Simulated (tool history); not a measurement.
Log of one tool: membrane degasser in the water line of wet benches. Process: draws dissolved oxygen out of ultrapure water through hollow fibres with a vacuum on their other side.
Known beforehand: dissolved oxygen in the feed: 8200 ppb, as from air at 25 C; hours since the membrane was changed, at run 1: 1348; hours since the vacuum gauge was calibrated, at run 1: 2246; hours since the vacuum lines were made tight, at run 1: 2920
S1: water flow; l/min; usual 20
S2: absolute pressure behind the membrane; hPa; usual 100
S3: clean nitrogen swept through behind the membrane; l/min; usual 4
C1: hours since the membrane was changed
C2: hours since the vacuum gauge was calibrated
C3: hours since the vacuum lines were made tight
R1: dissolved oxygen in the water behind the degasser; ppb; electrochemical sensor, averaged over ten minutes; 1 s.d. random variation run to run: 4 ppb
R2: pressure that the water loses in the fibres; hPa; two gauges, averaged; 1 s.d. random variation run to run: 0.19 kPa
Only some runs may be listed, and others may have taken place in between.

run 1 hour=0 | S1=20 S2=100 S3=4 | C1=1348 C2=2246 C3=2920 | R1=411 R2=396.3
run 2 hour=77.6 | S1=20 S2=100 S3=4 | C1=1426 C2=2324 C3=2998 | R1=416.9 R2=389.8
run 3 hour=144.7 | S1=20 S2=100 S3=4 | C1=1493 C2=2391 C3=3065 | R1=408.6 R2=395
run 4 hour=214.6 | S1=20 S2=100 S3=4 | C1=1563 C2=2461 C3=3135 | R1=408.2 R2=394.9
run 5 hour=281.7 | S1=20 S2=100 S3=4 | C1=1630 C2=2528 C3=3202 | R1=413.9 R2=397
run 6 hour=347.7 | S1=20 S2=100 S3=4 | C1=1696 C2=2594 C3=3268 | R1=412.1 R2=394
run 7 hour=397.7 | S1=20 S2=100 S3=4 | C1=1746 C2=2644 C3=3318 | R1=413.3 R2=392.9
run 8 hour=448.1 | S1=20 S2=100 S3=4 | C1=1796 C2=2695 C3=3368 | R1=418.6 R2=394.3
run 9 hour=500.6 | S1=20 S2=100 S3=4 | C1=1848 C2=2747 C3=3421 | R1=415.5 R2=396.6
run 10 hour=557.1 | S1=20 S2=100 S3=4 | C1=1905 C2=2804 C3=3477 | R1=409.1 R2=395.9
run 11 hour=619.2 | S1=20 S2=143 S3=4 | C1=1967 C2=2866 C3=3540 | R1=469 R2=392.9
run 12 hour=679.4 | S1=20 S2=143 S3=4 | C1=2027 C2=2926 C3=3600 | R1=466.9 R2=392.1
run 13 hour=758.5 | S1=22 S2=100 S3=4 | C1=2106 C2=3005 C3=3679 | R1=473.5 R2=435.8
run 14 hour=812.8 | S1=20 S2=100 S3=4 | C1=2161 C2=3059 C3=3733 | R1=409.6 R2=395.7
run 15 hour=856.8 | S1=20 S2=100 S3=4 | C1=2205 C2=3103 C3=3777 | R1=418.3 R2=398.3
run 16 hour=922 | S1=20 S2=100 S3=4 | C1=2270 C2=3168 C3=3842 | R1=427.1 R2=397.2
run 17 hour=989.1 | S1=31 S2=100 S3=4 | C1=2337 C2=3236 C3=3909 | R1=722.9 R2=613.6
run 18 hour=1033 | S1=31 S2=100 S3=4 | C1=2381 C2=3279 C3=3953 | R1=727.2 R2=614.1
run 19 hour=1095.9 | S1=31 S2=100 S3=4 | C1=2444 C2=3342 C3=4016 | R1=723.6 R2=609.8
run 20 hour=1159.8 | S1=31 S2=100 S3=4 | C1=2508 C2=3406 C3=4080 | R1=741.7 R2=614.7
run 21 hour=1205.1 | S1=31 S2=100 S3=4 | C1=2553 C2=3452 C3=4125 | R1=731.8 R2=617.4
run 22 hour=1284.6 | S1=31 S2=181 S3=4 | C1=2633 C2=3531 C3=4205 | R1=849.4 R2=617.5
run 23 hour=1322 | S1=20 S2=100 S3=10.25 | C1=2670 C2=3568 C3=4242 | R1=369 R2=396.3
run 24 hour=1371.7 | S1=14 S2=197 S3=6.08 | C1=2720 C2=3618 C3=4292 | R1=284.3 R2=277.4
run 25 hour=1432 | S1=16 S2=201 S3=10.47 | C1=2780 C2=3678 C3=4352 | R1=308.3 R2=318.2
run 26 hour=1482.2 | S1=16 S2=201 S3=10.47 | C1=2830 C2=3729 C3=4403 | R1=305.2 R2=314.6
run 27 hour=1554.4 | S1=16 S2=109 S3=2.14 | C1=2902 C2=3801 C3=4475 | R1=376.8 R2=313
run 28 hour=1607.1 | S1=16 S2=109 S3=2.14 | C1=2955 C2=3854 C3=4527 | R1=379.3 R2=314.7
run 29 hour=1658.7 | S1=16 S2=109 S3=2.14 | C1=3007 C2=3905 C3=4579 | R1=381.9 R2=317.5
run 30 hour=1742.7 | S1=25 S2=64 S3=2.14 | C1=3091 C2=3989 C3=4663 | R1=555.5 R2=498.8
run 31 hour=1812.7 | S1=25 S2=64 S3=2.14 | C1=3161 C2=4059 C3=4733 | R1=565.1 R2=497.7
run 32 hour=1885.1 | S1=25 S2=64 S3=1.67 | C1=3233 C2=4132 C3=4806 | R1=571.1 R2=494.4

Here are 3 independent what-if runs from the current tool condition. What would each one return?
run A hour=1933.5 | S1=25 S2=159 S3=1.67 | C1=3281 C2=4180 C3=4854 | R1=? R2=?
run B hour=1933.5 | S1=24 S2=153 S3=4.46 | C1=3281 C2=4180 C3=4854 | R1=? R2=?
run C hour=1933.5 | S1=25 S2=64 S3=4.79 | C1=3281 C2=4180 C3=4854 | R1=? R2=?

run=A R1=858.6 R2=498.6
run=B R1=588.4 R2=480.4
run=C R1=517 R2=497.1
Without the tool's unlogged condition, the same runs would have read:
run=A R1=823.7 R2=488.8
run=B R1=558.9 R2=470.9
run=C R1=487.8 R2=487.3

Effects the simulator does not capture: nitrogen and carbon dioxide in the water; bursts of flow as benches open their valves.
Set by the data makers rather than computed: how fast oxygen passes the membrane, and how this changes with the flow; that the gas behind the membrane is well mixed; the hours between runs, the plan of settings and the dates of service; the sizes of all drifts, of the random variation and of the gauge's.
